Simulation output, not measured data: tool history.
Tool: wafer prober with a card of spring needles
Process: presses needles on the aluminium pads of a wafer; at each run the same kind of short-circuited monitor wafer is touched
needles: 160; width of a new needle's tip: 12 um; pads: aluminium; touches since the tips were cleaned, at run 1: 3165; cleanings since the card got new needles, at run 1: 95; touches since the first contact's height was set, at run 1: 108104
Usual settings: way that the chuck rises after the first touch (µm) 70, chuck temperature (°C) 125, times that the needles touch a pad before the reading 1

run   hour  way that the chuck rises after the first touch (µm)  chuck temperature (°C)  times that the needles touch a pad before the reading  touches since the tips were cleaned  cleanings since the card got new needles  touches since the first contact's height was set  resistance of one needle with its contact and lead (mohm)  way that a needle slides on the pad (µm)
  1    0.0                                                   70                     125                                                      1                                 3165                                        95                                            108104                                                        217                                     10.35
      11.3  -- tips cleaned on abrasive film
  2   28.6                                                   70                     125                                                      2                                 7427                                        96                                            120346                                                        216                                     10.35
      32.2  -- tips cleaned on abrasive film
      54.3  -- tips cleaned on abrasive film
      74.8  -- tips cleaned on abrasive film
  3   76.5                                                   70                     125                                                      2                                  757                                        99                                            140794                                                        212                                     10.33
      94.4  -- tips cleaned on abrasive film
     116.4  -- tips cleaned on abrasive film
  4  125.3                                                   70                     125                                                      2                                 3859                                       101                                            161666                                                        210                                     10.38
     137.4  -- tips cleaned on abrasive film
     141.2  -- height of the first contact set anew
  5  152.2                                                   70                     125                                                      2                                 6259                                       102                                              4757                                                        215                                     10.36
     156.8  -- tips cleaned on abrasive film
     175.1  -- tips cleaned on abrasive film
  6  186.5                                                   70                     125                                                      2                                 4882                                       104                                             19370                                                        213                                     10.39
     196.5  -- tips cleaned on abrasive film
     216.7  -- tips cleaned on abrasive film
     237.7  -- tips cleaned on abrasive film
  7  239.9                                                   70                     125                                                      1                                  958                                       107                                             42191                                                        213                                     10.38
     255.7  -- tips cleaned on abrasive film
     275.0  -- tips cleaned on abrasive film
  8  287.3                                                   70                     125                                                      1                                 5275                                       109                                             62444                                                        211                                     10.40
     293.6  -- tips cleaned on abrasive film
     311.6  -- tips cleaned on abrasive film
  9  316.2                                                   70                     125                                                      1                                 1971                                       111                                             74756                                                        213                                     10.37
     331.7  -- tips cleaned on abrasive film
     349.6  -- tips cleaned on abrasive film
 10  364.3                                                   70                     125                                                      1                                 6298                                       113                                             95329                                                        214                                     10.42
     370.8  -- tips cleaned on abrasive film
     392.3  -- tips cleaned on abrasive film
 11  408.7                                                   70                     125                                                      1                                 7039                                       115                                            114289                                                        215                                     10.41
     412.7  -- tips cleaned on abrasive film
     432.8  -- tips cleaned on abrasive film
 12  432.8                                                   70                     125                                                      1                                    0                                       117                                            124582                                                        210                                     10.39
     453.2  -- tips cleaned on abrasive film
 13  458.4                                                   70                     125                                                      1                                 2259                                       118                                            135530                                                        211                                     10.39
     473.6  -- tips cleaned on abrasive film
     495.5  -- tips cleaned on abrasive film
 14  503.2                                                   70                     125                                                      1                                 3286                                       120                                            154664                                                        212                                     10.36
     515.3  -- tips cleaned on abrasive film
     534.0  -- tips cleaned on abrasive film
     534.3  -- height of the first contact set anew
 15  538.9                                                   54                     125                                                      1                                 1966                                       122                                              1966                                                        215                                      7.99
     556.5  -- tips cleaned on abrasive film
     578.2  -- tips cleaned on abrasive film
 16  581.5                                                   54                     125                                                      1                                 1397                                       124                                             20169                                                        218                                      7.99
     599.4  -- tips cleaned on abrasive film
     619.8  -- tips cleaned on abrasive film
 17  622.2                                                   54                     125                                                      1                                 1027                                       126                                             37555                                                        218                                      7.98
     639.0  -- tips cleaned on abrasive film
     658.9  -- tips cleaned on abrasive film
 18  668.3                                                   67                     125                                                      1                                 4022                                       128                                             57278                                                        215                                      9.91
     678.6  -- tips cleaned on abrasive film
     697.1  -- tips cleaned on abrasive film
 19  710.1                                                   67                     125                                                      1                                 5608                                       130                                             75157                                                        219                                      9.92
     716.9  -- tips cleaned on abrasive film
 20  734.5                                                   70                      58                                                      2                                 7560                                       131                                             85584                                                        199                                     10.37
     737.0  -- tips cleaned on abrasive film
     757.0  -- tips cleaned on abrasive film
     775.2  -- tips cleaned on abrasive film
 21  775.7                                                   89                      98                                                      3                                  210                                       134                                            103143                                                        208                                     13.19
     796.0  -- tips cleaned on abrasive film
     815.8  -- tips cleaned on abrasive film
 22  817.2                                                   89                     118                                                      2                                  597                                       136                                            120864                                                        217                                     13.17
     835.6  -- tips cleaned on abrasive film
     855.8  -- tips cleaned on abrasive film
 23  858.0                                                   74                      46                                                      2                                  955                                       138                                            138323                                                        196                                     11.00

The next listed run, before its measurement:
     874.5  -- tips cleaned on abrasive film
     894.6  -- tips cleaned on abrasive film
 24  904.0                                                   52                     106                                                      1                                 4047                                       140                                            157973                                                          ?                                         ?

{"run 24": {"resistance of one needle with its contact and lead (mohm)": 213, "way that a needle slides on the pad (µm)": 7.72}}
Without the tool's hidden state the same run would have given resistance of one needle with its contact and lead (mohm) 212, way that a needle slides on the pad (µm) 7.73.

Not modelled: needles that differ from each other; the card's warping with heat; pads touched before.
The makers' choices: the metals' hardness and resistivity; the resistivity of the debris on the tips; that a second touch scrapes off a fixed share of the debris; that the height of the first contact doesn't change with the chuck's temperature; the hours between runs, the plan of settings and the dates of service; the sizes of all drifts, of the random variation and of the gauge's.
